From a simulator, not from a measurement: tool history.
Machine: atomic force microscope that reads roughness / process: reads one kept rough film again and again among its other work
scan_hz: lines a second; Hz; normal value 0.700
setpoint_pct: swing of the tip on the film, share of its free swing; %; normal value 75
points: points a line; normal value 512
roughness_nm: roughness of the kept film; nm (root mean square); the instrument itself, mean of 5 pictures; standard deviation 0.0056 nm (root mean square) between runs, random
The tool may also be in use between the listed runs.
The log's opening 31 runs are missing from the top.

run   hour  scan_hz  setpoint_pct  points  roughness_nm
 32  448.4    0.501            57     512         0.726
 33  455.8    2.831            63     604         0.698
     469.5  -- new tip fitted
 34  472.5    2.831            63     604         0.945
 35  482.3    2.831            63     604         0.920
 36  498.1    0.631            63     398         0.902
 37  509.5    3.469            71     924         0.841
 38  525.2    2.622            71     924         0.834
 39  540.0    2.622            71     924         0.799
 40  552.7    2.812            57     512         0.805
 41  560.7    0.510            56     842         0.809
 42  570.8    0.685            71     818         0.797
 43  580.5    0.852            60     488         0.776
 44  596.4    1.746            67     448         0.736
 45  611.8    3.865            74     347         0.670
 46  624.8    1.693            89     925         0.664
 47  634.7    1.693            89     925         0.662

Each row is a separate what-if for the run after 47, all from the same tool condition, not one after another. Results?
     639.8  -- new tip fitted
  A  643.6    1.490            79     512             ?
     639.8  -- new tip fitted
  B  643.6    1.693            87     618             ?
     639.8  -- new tip fitted
  C  643.6    1.693            66     925             ?
     639.8  -- new tip fitted
  D  643.6    2.796            89     747             ?
     639.8  -- new tip fitted
  E  643.6    0.826            77     400             ?

run  roughness_nm
  A         0.931
  B         0.895
  C         0.932
  D         0.840
  E         0.923
The same runs, with their run-to-run variation unchanged, on a tool lacking any hidden condition would have given:
run  roughness_nm
  A         0.951
  B         0.914
  C         0.952
  D         0.858
  E         0.944
